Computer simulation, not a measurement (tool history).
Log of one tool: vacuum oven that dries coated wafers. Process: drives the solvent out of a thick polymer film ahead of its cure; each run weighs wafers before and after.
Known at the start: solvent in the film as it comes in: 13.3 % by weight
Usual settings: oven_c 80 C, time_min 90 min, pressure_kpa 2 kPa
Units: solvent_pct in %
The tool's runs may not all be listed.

| run | hour | oven_c | time_min | pressure_kpa | solvent_pct |
|---|---|---|---|---|---|
| 1 | 0 | 80 | 90 | 2 | 2.36 |
| 2 | 34.3 | 80 | 90 | 2 | 2.3 |
| 3 | 75 | 80 | 90 | 2 | 2.37 |
| 4 | 106.4 | 80 | 90 | 2 | 2.46 |
| 5 | 135.1 | 72 | 90 | 2 | 3.69 |
| 6 | 175 | 72 | 90 | 2 | 3.73 |
| 7 | 219.6 | 72 | 90 | 2 | 3.77 |
| 8 | 255.6 | 72 | 90 | 2 | 3.82 |
| 9 | 293.1 | 66 | 90 | 2 | 5.14 |
| 10 | 339 | 81 | 90 | 2 | 2.35 |
|  | 367.5 | oven's thermocouples calibrated |
| 11 | 367.5 | 80 | 90 | 2 | 2.34 |
| 12 | 407.7 | 80 | 90 | 2 | 2.26 |
| 13 | 443.1 | 80 | 90 | 2 | 2.34 |
| 14 | 489.3 | 80 | 90 | 2 | 2.3 |
| 15 | 522.7 | 80 | 120 | 2 | 2.1 |
| 16 | 553.5 | 80 | 120 | 2 | 2.11 |
| 17 | 594.6 | 80 | 120 | 2 | 2.13 |
| 18 | 631.1 | 80 | 90 | 2 | 2.28 |
| 19 | 664.9 | 80 | 116 | 2 | 2.19 |
| 20 | 691.2 | 80 | 91 | 2 | 2.26 |
| 21 | 717.9 | 80 | 91 | 2 | 2.3 |
| 22 | 761.8 | 80 | 91 | 2 | 2.47 |
| 23 | 805.1 | 93 | 87 | 2 | 1.3 |
| 24 | 831.5 | 75 | 90 | 2.48 | 3.67 |
| 25 | 860.3 | 75 | 72 | 3.88 | 5.38 |
| 26 | 908.2 | 75 | 72 | 3.88 | 5.34 |
| 27 | 953 | 80 | 62 | 1.4 | 2.54 |
| 28 | 983.8 | 80 | 126 | 1.4 | 1.68 |
| 29 | 1012.3 | 77 | 62 | 1.4 | 3.12 |

Forecast run 30:
| 30 | 1046.4 | 88 | 62 | 2.93 | ? |

solvent_pct: 2.46 %
Without the tool's hidden state the same run would have given solvent_pct 2.13 %.
